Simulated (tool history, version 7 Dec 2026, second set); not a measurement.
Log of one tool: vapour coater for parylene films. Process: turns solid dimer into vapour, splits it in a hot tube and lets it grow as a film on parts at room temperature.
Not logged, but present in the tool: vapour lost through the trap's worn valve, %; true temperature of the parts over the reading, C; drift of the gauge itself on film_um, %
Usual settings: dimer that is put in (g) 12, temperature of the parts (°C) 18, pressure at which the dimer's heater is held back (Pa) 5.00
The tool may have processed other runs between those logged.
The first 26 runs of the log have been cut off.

run,day,dimer that is put in (g),temperature of the parts (°C),pressure at which the dimer's heater is held back (Pa),hours of work since the trap's valve was overhauled,hours of work since the table's thermometer was calibrated,thickness of the film (µm)
27,47.121,6,12,3.19,489,1067,1.77
# day 48.588: trap's valve overhauled
28,49.100,5,17,2.57,8,1095,1.30
29,51.562,19,10,5.00,47,1134,5.63
30,53.975,11,18,8.90,85,1172,2.37
31,56.425,12,18,6.11,124,1211,2.69
32,57.829,20,24,2.00,146,1233,3.79
33,59.150,21,18,11.28,166,1254,4.46
34,60.575,12,28,5.00,189,1276,1.71
35,62.900,22,10,2.35,225,1313,6.53
36,64.046,22,10,2.35,244,1331,6.49

Consider 4 possible next runs. They are alternatives, not a sequence: every one starts from the tool as it was left by run 36. What does each give?
A,66.333,6,28,5.84,280,1367,?
B,66.333,5,10,2.35,280,1367,?
C,66.333,22,15,4.50,280,1367,?
D,66.333,10,19,8.23,280,1367,?

run,thickness of the film (µm)
A,0.82
B,1.47
C,5.95
D,2.09
Without the tool's unlogged condition, the same runs would have read:
run,thickness of the film (µm)
A,0.82
B,1.48
C,5.95
D,2.09
